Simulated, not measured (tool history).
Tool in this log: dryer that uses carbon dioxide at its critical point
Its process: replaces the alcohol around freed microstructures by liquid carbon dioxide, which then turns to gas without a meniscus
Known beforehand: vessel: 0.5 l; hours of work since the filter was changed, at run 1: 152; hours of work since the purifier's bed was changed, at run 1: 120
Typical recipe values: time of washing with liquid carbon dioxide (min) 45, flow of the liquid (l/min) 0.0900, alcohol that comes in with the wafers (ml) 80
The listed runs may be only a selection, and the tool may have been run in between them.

run	hour	time of washing with liquid carbon dioxide (min)	flow of the liquid (l/min)	alcohol that comes in with the wafers (ml)	hours of work since the filter was changed	hours of work since the purifier's bed was changed	alcohol left in the vessel before it's heated (ppm by volume)
1	0.0	45	0.0900	80	152	120	106
2	8.1	45	0.0900	80	154	123	110
3	17.2	45	0.0900	80	157	126	110
4	30.7	45	0.0900	80	162	130	111
5	46.8	45	0.0900	80	167	135	114
6	53.8	45	0.0900	32	169	138	57
7	66.7	45	0.0900	45	174	142	91
8	76.3	45	0.0900	45	177	145	74

Forecast run 9:
9	90.2	45	0.0825	32	181	149	?

{"run 9": {"alcohol left in the vessel before it's heated (ppm by volume)": 93}}
With no hidden state in the tool, this same run would have given alcohol left in the vessel before it's heated (ppm by volume) 42.
